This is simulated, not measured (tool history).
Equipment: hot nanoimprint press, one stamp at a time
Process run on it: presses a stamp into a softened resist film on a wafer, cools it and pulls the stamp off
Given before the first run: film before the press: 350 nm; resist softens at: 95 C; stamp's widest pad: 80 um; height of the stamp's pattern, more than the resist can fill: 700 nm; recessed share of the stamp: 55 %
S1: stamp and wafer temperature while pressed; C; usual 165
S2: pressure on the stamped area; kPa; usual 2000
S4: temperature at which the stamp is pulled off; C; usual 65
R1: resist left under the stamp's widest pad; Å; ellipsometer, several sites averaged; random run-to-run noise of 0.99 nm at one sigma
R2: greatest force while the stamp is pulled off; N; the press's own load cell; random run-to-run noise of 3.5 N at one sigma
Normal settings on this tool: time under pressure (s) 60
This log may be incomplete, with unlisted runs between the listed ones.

run 1 day=0.000 | S1=165 S2=2000 time_under_pressure_(s)=60 S4=65 | R1=1460 R2=222
run 2 day=0.450 | S1=165 S2=2000 time_under_pressure_(s)=60 S4=56 | R1=1484 R2=269
run 3 day=0.983 | S1=165 S2=2000 time_under_pressure_(s)=60 S4=56 | R1=1490 R2=270
run 4 day=1.425 | S1=165 S2=2000 time_under_pressure_(s)=60 S4=71 | R1=1489 R2=205
run 5 day=2.254 | S1=165 S2=2000 time_under_pressure_(s)=60 S4=71 | R1=1498 R2=210
run 6 day=3.079 | S1=165 S2=2000 time_under_pressure_(s)=64 S4=65 | R1=1468 R2=247
run 7 day=3.788 | S1=165 S2=2000 time_under_pressure_(s)=64 S4=65 | R1=1467 R2=255
-- day=4.654 plate thermocouple calibrated
run 8 day=4.654 | S1=165 S2=2000 time_under_pressure_(s)=64 S4=65 | R1=1396 R2=258
run 9 day=5.612 | S1=165 S2=2000 time_under_pressure_(s)=60 S4=65 | R1=1439 R2=265
run 10 day=6.171 | S1=165 S2=2320 time_under_pressure_(s)=60 S4=65 | R1=1304 R2=268
run 11 day=6.825 | S1=165 S2=2320 time_under_pressure_(s)=60 S4=65 | R1=1323 R2=271
run 12 day=7.792 | S1=165 S2=2000 time_under_pressure_(s)=60 S4=65 | R1=1443 R2=287
run 13 day=8.625 | S1=165 S2=2000 time_under_pressure_(s)=60 S4=65 | R1=1438 R2=297
-- day=8.962 stamp cleaned and given a new release coat
run 14 day=9.708 | S1=165 S2=2000 time_under_pressure_(s)=60 S4=65 | R1=1430 R2=173
run 15 day=10.188 | S1=165 S2=2000 time_under_pressure_(s)=60 S4=65 | R1=1457 R2=177
run 16 day=10.917 | S1=165 S2=2000 time_under_pressure_(s)=60 S4=65 | R1=1449 R2=184
run 17 day=11.600 | S1=157 S2=1310 time_under_pressure_(s)=60 S4=65 | R1=2498 R2=199
run 18 day=12.267 | S1=157 S2=1310 time_under_pressure_(s)=60 S4=65 | R1=2502 R2=201
run 19 day=12.754 | S1=163 S2=1480 time_under_pressure_(s)=54 S4=63 | R1=1931 R2=206
run 20 day=13.517 | S1=177 S2=1480 time_under_pressure_(s)=81 S4=63 | R1=957 R2=223
run 21 day=14.388 | S1=165 S2=2680 time_under_pressure_(s)=73 S4=63 | R1=1163 R2=222
run 22 day=14.950 | S1=165 S2=2680 time_under_pressure_(s)=73 S4=63 | R1=1163 R2=229
run 23 day=15.550 | S1=164 S2=1630 time_under_pressure_(s)=69 S4=65 | R1=1672 R2=220
run 24 day=16.317 | S1=165 S2=2000 time_under_pressure_(s)=51 S4=65 | R1=1557 R2=231
run 25 day=17.067 | S1=165 S2=2000 time_under_pressure_(s)=88 S4=59 | R1=1318 R2=275
run 26 day=17.942 | S1=165 S2=1250 time_under_pressure_(s)=118 S4=53 | R1=1561 R2=321
run 27 day=18.675 | S1=166 S2=1600 time_under_pressure_(s)=56 S4=65 | R1=1678 R2=251
run 28 day=19.558 | S1=166 S2=1600 time_under_pressure_(s)=84 S4=71 | R1=1465 R2=231
run 29 day=20.342 | S1=165 S2=2000 time_under_pressure_(s)=31 S4=64 | R1=1864 R2=271

Branching from run 29: 4 alternative next runs. What would each branch give?
-- day=20.862 plate thermocouple calibrated
run A day=20.950 | S1=173 S2=2000 time_under_pressure_(s)=57 S4=57 | R1=? R2=?
-- day=20.862 plate thermocouple calibrated
run B day=20.950 | S1=157 S2=1230 time_under_pressure_(s)=31 S4=58 | R1=? R2=?
-- day=20.862 plate thermocouple calibrated
run C day=20.950 | S1=165 S2=2890 time_under_pressure_(s)=99 S4=64 | R1=? R2=?
-- day=20.862 plate thermocouple calibrated
run D day=20.950 | S1=165 S2=2300 time_under_pressure_(s)=60 S4=65 | R1=? R2=?

run=A R1=1030 R2=315
run=B R1=2857 R2=312
run=C R1=978 R2=277
run=D R1=1319 R2=282
What these runs would have given with no unlogged condition in the tool:
run=A R1=1025 R2=196
run=B R1=2859 R2=194
run=C R1=969 R2=173
run=D R1=1312 R2=176
